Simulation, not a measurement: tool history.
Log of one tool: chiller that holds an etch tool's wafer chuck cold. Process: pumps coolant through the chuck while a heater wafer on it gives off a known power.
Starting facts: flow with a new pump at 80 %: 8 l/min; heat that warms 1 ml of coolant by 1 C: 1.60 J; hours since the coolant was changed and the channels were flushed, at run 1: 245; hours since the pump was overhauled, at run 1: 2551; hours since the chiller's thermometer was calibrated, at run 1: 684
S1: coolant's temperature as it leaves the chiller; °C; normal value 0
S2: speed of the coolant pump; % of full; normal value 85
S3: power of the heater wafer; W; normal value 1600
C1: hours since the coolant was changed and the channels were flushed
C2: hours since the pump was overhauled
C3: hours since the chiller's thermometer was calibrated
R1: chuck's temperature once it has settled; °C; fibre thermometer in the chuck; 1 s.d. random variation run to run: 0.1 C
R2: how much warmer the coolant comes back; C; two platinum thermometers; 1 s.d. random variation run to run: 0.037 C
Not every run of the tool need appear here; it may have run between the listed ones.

run,hour,S1,S2,S3,C1,C2,C3,R1,R2
1,0,0,85,1600,245,2551,684,13.2,7.42
2,60,0,86,1600,305,2611,744,13.1,7.31
3,146.3,0,86,1600,392,2697,830,13,7.4
4,216.5,0,86,1600,462,2767,901,13.1,7.44
5,292.2,0,86,1600,538,2843,976,12.9,7.38
6,374,0,86,1600,619,2925,1058,13.1,7.44
7,426.1,0,86,1600,671,2977,1110,13.4,7.42
8,489,0,86,1600,734,3040,1173,13.2,7.49
9,553.5,0,95,1600,799,3104,1238,12.3,6.71
10,633.7,0,95,1600,879,3185,1318,12.3,6.75
11,731,0,95,1600,976,3282,1415,12.3,6.83
12,811.9,0,95,1600,1057,3363,1496,12.5,6.73
13,908.8,0,95,1600,1154,3460,1593,12.4,6.82
14,966,0,85,1600,1211,3517,1650,13.4,7.66
15,1036.9,0,85,1600,1282,3588,1721,13.6,7.61
16,1085,0,77,1334,1330,3636,1769,12.3,7.08
17,1127.4,0,77,1334,1373,3678,1811,12.6,7.07
18,1193.9,5,68,1774,1439,3745,1878,23.2,10.67
19,1235.8,-6,85,1213,1481,3787,1920,4.6,5.74
20,1277.9,0,85,1770,1523,3829,1962,15.3,8.48
21,1347,-4,65,1453,1592,3898,2031,11.6,9.16
# hour 1357: chiller's thermometer calibrated
22,1411.9,0,85,1538,1656,3962,55,13.6,7.38
23,1452,-2,74,1600,1696,4002,95,13.8,8.92
24,1503,10,60,2204,1747,4053,146,35.4,15.17
25,1576,3,85,2064,1820,4126,219,21.1,9.96
# hour 1616.9: chiller's thermometer calibrated, once more
26,1619.8,2,68,1092,1863,4169,3,13.3,6.61
27,1670.4,-6,68,1311,1914,4219,53,7.6,7.96
28,1723,6,85,2246,1966,4272,106,25.5,10.98
29,1766.3,6,85,2246,2010,4315,149,25.5,10.88
30,1860.5,0,83,1278,2104,4409,244,11.3,6.4

Same runs, no hidden state in the tool, same run-to-run variation:
The tool's hidden condition here consists of: heat passed by the chuck's channels, % of clean ones'; flow at a given pump speed, % of a new pump's; coolant's true temperature over the reading, C; drift of the gauge itself on chuck_c, C; drift of the gauge itself on warmer_back_c, C.
run,R1,R2
1,12.4,7
2,12.3,6.89
3,12.1,6.96
4,12.2,6.99
5,12,6.92
6,12.1,6.97
7,12.3,6.94
8,12.1,6.99
9,11.2,6.25
10,11.2,6.28
11,11.1,6.35
12,11.3,6.23
13,11.1,6.31
14,12,7.08
15,12.1,7.02
16,10.9,6.52
17,11.1,6.51
18,21.2,9.8
19,3.3,5.26
20,13.5,7.77
21,9.8,8.38
22,11.9,6.74
23,11.9,8.15
24,32.4,13.84
25,18.8,9.06
26,12.1,6.01
27,6.1,7.23
28,23.3,9.96
29,23.2,9.86
30,9.9,5.79
